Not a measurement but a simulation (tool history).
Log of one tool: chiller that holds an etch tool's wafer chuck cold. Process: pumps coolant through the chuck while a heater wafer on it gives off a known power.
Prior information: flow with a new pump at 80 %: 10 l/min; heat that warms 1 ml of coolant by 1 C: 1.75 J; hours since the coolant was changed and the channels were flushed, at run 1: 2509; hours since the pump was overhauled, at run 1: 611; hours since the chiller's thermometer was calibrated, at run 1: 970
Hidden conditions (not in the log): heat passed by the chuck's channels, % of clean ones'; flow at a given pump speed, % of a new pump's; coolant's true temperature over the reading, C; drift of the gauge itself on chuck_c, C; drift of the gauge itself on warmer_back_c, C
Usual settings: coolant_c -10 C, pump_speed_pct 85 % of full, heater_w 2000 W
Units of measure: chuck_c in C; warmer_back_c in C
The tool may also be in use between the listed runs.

run    hour  coolant_c  pump_speed_pct  heater_w  hours since the coolant was changed and the channels were flushed  hours since the pump was overhauled  hours since the chiller's thermometer was calibrated  chuck_c  warmer_back_c
  1     0.0        -10              85      2000                                                               2509                                  611                                                   970      7.9           6.36
  2    22.5        -10              85      1049                                                               2531                                  634                                                   992     -0.5           3.36
  3    53.2        -10              85      1049                                                               2562                                  664                                                  1023     -0.4           3.31
  4    79.4        -10              85      2000                                                               2588                                  690                                                  1049      8.1           6.44
  5   108.2        -10              85      2000                                                               2617                                  719                                                  1078      8.0           6.42
  6   135.9        -10              85      2000                                                               2645                                  747                                                  1106      8.1           6.48
  7   168.5        -10              85      2000                                                               2677                                  780                                                  1138      7.9           6.44
  8   207.8        -10              69      2000                                                               2717                                  819                                                  1177     11.4           8.27
  9   233.2        -10              69      2000                                                               2742                                  844                                                  1203     11.6           8.15
 10   263.1        -10              69      1378                                                               2772                                  874                                                  1233      4.9           5.70
 11   303.1        -10              69      1378                                                               2812                                  914                                                  1273      4.8           5.66
 12   353.0        -10              69      1378                                                               2862                                  964                                                  1323      4.8           5.66
 13   386.4         -9              85      2000                                                               2895                                  997                                                  1356      9.2           6.50
 14   435.0         -9              85      2000                                                               2944                                 1046                                                  1405      9.1           6.48
 15   475.2         -9              85      2000                                                               2984                                 1086                                                  1445      9.3           6.46
 16   501.9         -1              85      2165                                                               3011                                 1113                                                  1472     18.8           6.97
 17   537.6         -8              64      1936                                                               3046                                 1149                                                  1507     14.5           8.59
 18   563.2         -8              64      1936                                                               3072                                 1174                                                  1533     14.6           8.67
 19   587.0        -10              97      2046                                                               3096                                 1198                                                  1557      6.9           5.73
 20   624.7         -8              73      1402                                                               3133                                 1236                                                  1594      6.6           5.44
 21   648.0         -8              79      1402                                                               3157                                 1259                                                  1618      5.8           4.96
      656.5  -- coolant pump overhauled
 22   681.9         -3              87      1825                                                               3186                                   25                                                  1647     13.7           5.82
 23   726.9        -18              68      2019                                                               3231                                   70                                                  1692      4.5           8.57
 24   755.8         -6              97      2613                                                               3260                                   99                                                  1721     15.6           7.47
 25   788.4        -10              85      1995                                                               3292                                  132                                                  1753      8.7           6.60
 26   834.7        -10              63      2000                                                               3338                                  178                                                  1799     13.9           9.31
 27   881.3         -8              74      2303                                                               3385                                  225                                                  1846     16.3           8.89
 28   931.8         -8              74      2303                                                               3436                                  275                                                  1897     16.3           8.92
      952.5  -- coolant pump overhauled, once more
 29   966.1         -8              74      2303                                                               3465                                   14                                                  1926     15.4           8.57
 30  1008.8        -18              73      1546                                                               3508                                   56                                                  1968     -2.2           5.80

For each run, the measured value with the value that run would have given without the tool's hidden condition subtracted. The run-to-run variation is shared by both, the gauge scatter possibly not:
run  chuck_c  warmer_back_c
  1     +1.2          +0.04
  2     +0.7          +0.02
  3     +0.7          +0.03
  4     +1.3          +0.06
  5     +1.4          +0.06
  6     +1.3          +0.06
  7     +1.3          +0.06
  8     +1.7          +0.08
  9     +1.6          +0.09
 10     +1.1          +0.06
 11     +1.2          +0.06
 12     +1.2          +0.07
 13     +1.5          +0.09
 14     +1.5          +0.09
 15     +1.6          +0.10
 16     +1.7          +0.11
 17     +2.0          +0.14
 18     +2.0          +0.14
 19     +1.6          +0.10
 20     +1.4          +0.10
 21     +1.3          +0.09
 22     +1.7          +0.18
 23     +2.3          +0.27
 24     +2.3          +0.24
 25     +2.1          +0.22
 26     +2.6          +0.32
 27     +2.7          +0.30
 28     +2.7          +0.31
 29     +2.0          -0.08
 30     +1.4          -0.05

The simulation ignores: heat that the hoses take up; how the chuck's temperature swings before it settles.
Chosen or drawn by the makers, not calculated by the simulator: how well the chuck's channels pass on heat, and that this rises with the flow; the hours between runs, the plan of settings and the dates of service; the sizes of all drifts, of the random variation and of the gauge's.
